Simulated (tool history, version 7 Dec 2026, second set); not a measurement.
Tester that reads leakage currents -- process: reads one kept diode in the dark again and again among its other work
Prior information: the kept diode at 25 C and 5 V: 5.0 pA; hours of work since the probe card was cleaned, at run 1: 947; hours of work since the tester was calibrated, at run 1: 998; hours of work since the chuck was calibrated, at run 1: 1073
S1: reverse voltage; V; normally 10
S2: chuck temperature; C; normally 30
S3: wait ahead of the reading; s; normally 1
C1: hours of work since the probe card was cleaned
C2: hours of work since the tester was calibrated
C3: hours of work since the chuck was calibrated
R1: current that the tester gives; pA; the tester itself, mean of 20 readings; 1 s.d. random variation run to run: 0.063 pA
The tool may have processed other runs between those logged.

Run 1, hour 0: usual settings; C1 947; C2 998; C3 1073. Result: R1 13.01 pA.
Run 2, hour 48.7: usual settings but S1 2.6 V; C1 978; C2 1030; C3 1105. Result: R1 6.24 pA.
Run 3, hour 122.6: usual settings; C1 1027; C2 1078; C3 1153. Result: R1 13 pA.
Run 4, hour 179.7: usual settings; C1 1064; C2 1115; C3 1190. Result: R1 12.87 pA.
Run 5, hour 231.8: usual settings; C1 1098; C2 1149; C3 1224. Result: R1 13.09 pA.
At hour 278.9: chuck's temperature calibrated.
Run 6, hour 278.9: usual settings; C1 1127; C2 1179; C3 0. Result: R1 13.02 pA.
Run 7, hour 333.4: usual settings; C1 1163; C2 1214; C3 35. Result: R1 13.05 pA.
Run 8, hour 402.2: usual settings but S2 43 C; C1 1208; C2 1259; C3 80. Result: R1 26.88 pA.
Run 9, hour 456.3: usual settings but S2 43 C; C1 1243; C2 1294; C3 116. Result: R1 26.51 pA.
Run 10, hour 522.7: usual settings but S2 43 C; C1 1286; C2 1338; C3 159. Result: R1 26.79 pA.
Run 11, hour 597.2: usual settings but S1 3.6 V, S2 42 C, S3 5.45 s; C1 1335; C2 1386; C3 208. Result: R1 14.41 pA.
Run 12, hour 663: usual settings but S1 10.4 V, S2 21 C, S3 5.45 s; C1 1378; C2 1429; C3 251. Result: R1 5.94 pA.
Run 13, hour 732.6: usual settings but S1 9.3 V, S2 20 C, S3 6.23 s; C1 1423; C2 1475; C3 296. Result: R1 5.19 pA.
Run 14, hour 791.5: usual settings but S2 21 C; C1 1462; C2 1513; C3 334. Result: R1 8.32 pA.
Run 15, hour 870.7: usual settings but S2 21 C; C1 1513; C2 1565; C3 386. Result: R1 8.36 pA.
Run 16, hour 934.5: usual settings but S2 21 C; C1 1555; C2 1606; C3 428. Result: R1 8.19 pA.
Run 17, hour 1001.5: usual settings but S1 2.7 V; C1 1599; C2 1650; C3 471. Result: R1 6.44 pA.
Run 18, hour 1043.2: usual settings but S1 3.8 V, S2 49 C, S3 0.51 s; C1 1626; C2 1677; C3 499. Result: R1 25.39 pA.
Run 19, hour 1101: usual settings but S1 10.8 V, S2 49 C, S3 0.51 s; C1 1664; C2 1715; C3 536. Result: R1 42.54 pA.
Run 20, hour 1148.4: usual settings but S2 32 C, S3 1.08 s; C1 1694; C2 1746; C3 567. Result: R1 14.12 pA.

Alternative continuations, all from the tool just after run 20; predict every row:
Run A, hour 1214.6: usual settings but S3 7.65 s; C1 1738; C2 1789; C3 610. Result: R1 ?.
Run B, hour 1214.6: usual settings but S2 28 C; C1 1738; C2 1789; C3 610. Result: R1 ?.
Run C, hour 1214.6: usual settings but S1 18.4 V, S2 32 C, S3 1.08 s; C1 1738; C2 1789; C3 610. Result: R1 ?.

run     R1
  A  10.25
  B  11.64
  C  19.96
Take away the tool's hidden state, keep each run's random variation, and the runs would have read:
run     R1
  A  10.24
  B  11.63
  C  19.95

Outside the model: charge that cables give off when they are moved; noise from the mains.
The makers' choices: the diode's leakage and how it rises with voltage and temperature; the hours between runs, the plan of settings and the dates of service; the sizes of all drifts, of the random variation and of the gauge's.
